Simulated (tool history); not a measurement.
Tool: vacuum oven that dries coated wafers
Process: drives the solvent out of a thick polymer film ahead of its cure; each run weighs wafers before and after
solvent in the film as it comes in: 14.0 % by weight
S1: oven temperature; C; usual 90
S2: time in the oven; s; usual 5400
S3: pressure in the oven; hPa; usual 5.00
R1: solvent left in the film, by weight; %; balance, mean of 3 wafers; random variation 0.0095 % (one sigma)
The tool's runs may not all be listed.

Run 1, day 0.000: usual settings. Result: R1 0.574 %.
Run 2, day 0.296: usual settings. Result: R1 0.577 %.
Run 3, day 0.896: usual settings but S3 3.42 hPa. Result: R1 0.540 %.
Run 4, day 1.354: usual settings but S3 3.42 hPa. Result: R1 0.546 %.
Run 5, day 1.654: usual settings. Result: R1 0.573 %.
Run 6, day 1.983: usual settings but S2 5760 s. Result: R1 0.491 %.
Run 7, day 2.575: usual settings but S2 2880 s. Result: R1 2.081 %.
Run 8, day 3.188: usual settings but S2 6180 s. Result: R1 0.414 %.
Run 9, day 3.471: usual settings but S2 6180 s. Result: R1 0.438 %.
Run 10, day 3.962: usual settings but S2 6180 s. Result: R1 0.427 %.
Run 11, day 4.546: usual settings but S2 6180 s. Result: R1 0.411 %.
Run 12, day 4.854: usual settings but S2 6180 s. Result: R1 0.411 %.
Run 13, day 5.221: usual settings but S2 6180 s. Result: R1 0.415 %.
Run 14, day 5.900: usual settings but S2 5640 s. Result: R1 0.543 %.
Run 15, day 6.412: usual settings but S2 5640 s. Result: R1 0.515 %.
Run 16, day 6.783: usual settings but S2 5640 s. Result: R1 0.518 %.
Run 17, day 7.342: usual settings but S2 5640 s. Result: R1 0.473 %.
Run 18, day 7.771: usual settings but S2 5640 s, S3 3.66 hPa. Result: R1 0.453 %.
Run 19, day 8.092: usual settings but S1 76 C, S2 3480 s, S3 3.66 hPa. Result: R1 3.902 %.
Run 20, day 8.450: usual settings but S1 76 C, S2 3480 s, S3 3.66 hPa. Result: R1 3.905 %.
Run 21, day 8.775: usual settings but S1 104 C, S3 13.53 hPa. Result: R1 0.224 %.
Run 22, day 9.279: usual settings but S1 103 C, S2 4800 s, S3 2.89 hPa. Result: R1 0.102 %.
Run 23, day 9.742: usual settings but S1 80 C, S2 4680 s, S3 19.28 hPa. Result: R1 2.497 %.
Run 24, day 10.050: usual settings but S1 80 C, S2 4680 s, S3 19.28 hPa. Result: R1 2.506 %.
Run 25, day 10.367: usual settings but S1 80 C, S2 4680 s, S3 19.28 hPa. Result: R1 2.520 %.
Run 26, day 10.812: usual settings but S1 80 C, S2 4680 s, S3 19.28 hPa. Result: R1 2.493 %.
Run 27, day 11.154: usual settings but S2 2820 s, S3 4.80 hPa. Result: R1 2.088 %.
Run 28, day 11.608: usual settings but S1 101 C, S2 3060 s. Result: R1 0.584 %.
Run 29, day 11.958: usual settings but S1 100 C, S2 4800 s, S3 9.50 hPa. Result: R1 0.269 %.
Run 30, day 12.229: usual settings but S1 102 C, S2 5280 s, S3 3.84 hPa. Result: R1 0.094 %.
Run 31, day 12.488: usual settings but S1 86 C, S3 18.58 hPa. Result: R1 1.208 %.

Not shown: 2 entries that the log had between the listed runs. Between which runs, and how does the tool's hidden state differ before and after?
Between runs 13 and 14: vacuum gauge cleaned of residue and calibrated (day 5.329)
  true wafer temperature over the reading, C: 0.65 -> 0.67; true pressure over the reading, kPa: 0.136 -> 0.215
  measured less the result without the state, R1: +0.001 -> +0.011 %
Between runs 16 and 17: vacuum gauge cleaned of residue and calibrated, once more (day 7.342)
  true wafer temperature over the reading, C: 0.71 -> 0.73; true pressure over the reading, kPa: 0.219 -> -0.015
  measured less the result without the state, R1: +0.010 -> -0.050 %
